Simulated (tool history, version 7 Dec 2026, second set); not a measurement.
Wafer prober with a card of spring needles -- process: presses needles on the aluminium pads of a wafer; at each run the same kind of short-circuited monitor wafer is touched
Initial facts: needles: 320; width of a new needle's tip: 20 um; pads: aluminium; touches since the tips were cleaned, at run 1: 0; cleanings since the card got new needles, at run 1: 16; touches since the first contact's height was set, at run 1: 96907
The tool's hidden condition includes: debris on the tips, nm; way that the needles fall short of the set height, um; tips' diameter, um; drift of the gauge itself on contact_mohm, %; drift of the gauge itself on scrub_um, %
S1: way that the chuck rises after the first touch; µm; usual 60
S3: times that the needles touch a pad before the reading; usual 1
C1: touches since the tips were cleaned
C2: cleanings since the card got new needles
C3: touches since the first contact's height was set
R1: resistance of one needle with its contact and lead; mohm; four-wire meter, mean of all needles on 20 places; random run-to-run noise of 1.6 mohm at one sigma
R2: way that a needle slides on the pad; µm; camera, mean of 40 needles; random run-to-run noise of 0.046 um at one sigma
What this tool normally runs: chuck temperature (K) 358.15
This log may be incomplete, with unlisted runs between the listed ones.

run 1 hour=0 | S1=60 chuck_temperature_(K)=358.15 S3=1 | C1=0 C2=16 C3=96907 | R1=151 R2=12.86
run 2 hour=15.1 | S1=60 chuck_temperature_(K)=358.15 S3=1 | C1=2790 C2=16 C3=99697 | R1=158 R2=12.85
run 3 hour=26 | S1=60 chuck_temperature_(K)=358.15 S3=1 | C1=4823 C2=16 C3=101730 | R1=151 R2=12.86
-- hour=28.9 tips cleaned on abrasive film
run 4 hour=47.1 | S1=62 chuck_temperature_(K)=358.15 S3=1 | C1=3373 C2=17 C3=105617 | R1=152 R2=13.25
-- hour=58 tips cleaned on abrasive film
run 5 hour=59 | S1=62 chuck_temperature_(K)=358.15 S3=1 | C1=174 C2=18 C3=107800 | R1=151 R2=13.28
-- hour=63.3 height of the first contact set anew
run 6 hour=71.9 | S1=62 chuck_temperature_(K)=358.15 S3=1 | C1=2521 C2=18 C3=1600 | R1=154 R2=13.28
run 7 hour=84.6 | S1=54 chuck_temperature_(K)=358.15 S3=1 | C1=4867 C2=18 C3=3946 | R1=157 R2=11.57
-- hour=87.9 tips cleaned on abrasive film
run 8 hour=103.2 | S1=60 chuck_temperature_(K)=358.15 S3=2 | C1=2833 C2=19 C3=7381 | R1=155 R2=12.88
-- hour=117.4 tips cleaned on abrasive film
run 9 hour=122.7 | S1=60 chuck_temperature_(K)=358.15 S3=2 | C1=973 C2=20 C3=10972 | R1=156 R2=12.94
run 10 hour=137.8 | S1=60 chuck_temperature_(K)=358.15 S3=2 | C1=3777 C2=20 C3=13776 | R1=152 R2=12.91
-- hour=146.5 tips cleaned on abrasive film
run 11 hour=154.5 | S1=60 chuck_temperature_(K)=317.15 S3=1 | C1=1494 C2=21 C3=16854 | R1=144 R2=12.81
run 12 hour=170.8 | S1=60 chuck_temperature_(K)=317.15 S3=1 | C1=4504 C2=21 C3=19864 | R1=146 R2=12.9
-- hour=175.3 tips cleaned on abrasive film
run 13 hour=181.6 | S1=60 chuck_temperature_(K)=317.15 S3=1 | C1=1153 C2=22 C3=21844 | R1=146 R2=12.81
run 14 hour=202.4 | S1=60 chuck_temperature_(K)=317.15 S3=1 | C1=5011 C2=22 C3=25702 | R1=148 R2=12.88
-- hour=204.2 tips cleaned on abrasive film
run 15 hour=221.7 | S1=50 chuck_temperature_(K)=358.15 S3=1 | C1=3249 C2=23 C3=29267 | R1=159 R2=10.76
-- hour=233.5 tips cleaned on abrasive film
run 16 hour=233.9 | S1=50 chuck_temperature_(K)=358.15 S3=1 | C1=68 C2=24 C3=31508 | R1=159 R2=10.77
run 17 hour=250 | S1=50 chuck_temperature_(K)=358.15 S3=1 | C1=3047 C2=24 C3=34487 | R1=157 R2=10.66
run 18 hour=259.6 | S1=60 chuck_temperature_(K)=301.15 S3=2 | C1=4831 C2=24 C3=36271 | R1=143 R2=12.78
-- hour=264.2 tips cleaned on abrasive film
run 19 hour=280 | S1=66 chuck_temperature_(K)=321.15 S3=1 | C1=2931 C2=25 C3=40039 | R1=143 R2=14.11
run 20 hour=291 | S1=66 chuck_temperature_(K)=321.15 S3=1 | C1=4958 C2=25 C3=42066 | R1=145 R2=14.13
-- hour=293.1 tips cleaned on abrasive film
run 21 hour=307.8 | S1=66 chuck_temperature_(K)=321.15 S3=1 | C1=2732 C2=26 C3=45173 | R1=146 R2=14.09
-- hour=323.5 tips cleaned on abrasive film
run 22 hour=329 | S1=58 chuck_temperature_(K)=348.15 S3=1 | C1=1027 C2=27 C3=49089 | R1=152 R2=12.41
run 23 hour=347.6 | S1=58 chuck_temperature_(K)=325.15 S3=1 | C1=4467 C2=27 C3=52529 | R1=150 R2=12.41
-- hour=353.8 tips cleaned on abrasive film
run 24 hour=357.9 | S1=56 chuck_temperature_(K)=318.15 S3=1 | C1=759 C2=28 C3=54427 | R1=145 R2=12.03
run 25 hour=368.8 | S1=51 chuck_temperature_(K)=384.15 S3=2 | C1=2768 C2=28 C3=56436 | R1=161 R2=10.94
-- hour=382.6 tips cleaned on abrasive film
run 26 hour=386.7 | S1=60 chuck_temperature_(K)=385.15 S3=1 | C1=754 C2=29 C3=59741 | R1=159 R2=12.85
run 27 hour=405 | S1=56 chuck_temperature_(K)=358.15 S3=3 | C1=4137 C2=29 C3=63124 | R1=154 R2=11.96
-- hour=411.5 tips cleaned on abrasive film
run 28 hour=420.2 | S1=56 chuck_temperature_(K)=321.15 S3=3 | C1=1613 C2=30 C3=65934 | R1=149 R2=12
run 29 hour=436.9 | S1=58 chuck_temperature_(K)=317.15 S3=1 | C1=4701 C2=30 C3=69022 | R1=145 R2=12.35
-- hour=440.6 tips cleaned on abrasive film
run 30 hour=455.8 | S1=60 chuck_temperature_(K)=305.15 S3=1 | C1=2819 C2=31 C3=72509 | R1=143 R2=12.89
-- hour=469.8 tips cleaned on abrasive film
run 31 hour=471.3 | S1=60 chuck_temperature_(K)=305.15 S3=1 | C1=271 C2=32 C3=75362 | R1=144 R2=12.82
run 32 hour=491.2 | S1=60 chuck_temperature_(K)=305.15 S3=1 | C1=3970 C2=32 C3=79061 | R1=143 R2=12.82
-- hour=499.3 tips cleaned on abrasive film
run 33 hour=511 | S1=41 chuck_temperature_(K)=304.15 S3=1 | C1=2174 C2=33 C3=82705 | R1=152 R2=8.76

Below are 4 alternative next runs, each starting from the tool's condition after run 33. Predict each:
run A hour=526.9 | S1=50 chuck_temperature_(K)=304.15 S3=2 | C1=5113 C2=33 C3=85644 | R1=? R2=?
run B hour=526.9 | S1=60 chuck_temperature_(K)=384.15 S3=1 | C1=5113 C2=33 C3=85644 | R1=? R2=?
run C hour=526.9 | S1=61 chuck_temperature_(K)=303.15 S3=1 | C1=5113 C2=33 C3=85644 | R1=? R2=?
run D hour=526.9 | S1=57 chuck_temperature_(K)=304.15 S3=1 | C1=5113 C2=33 C3=85644 | R1=? R2=?

run=A R1=146 R2=10.77
run=B R1=157 R2=12.85
run=C R1=142 R2=13.05
run=D R1=142 R2=12.2
With no hidden state in the tool, these same runs would have given:
run=A R1=146 R2=10.77
run=B R1=156 R2=12.86
run=C R1=142 R2=13.06
run=D R1=142 R2=12.21
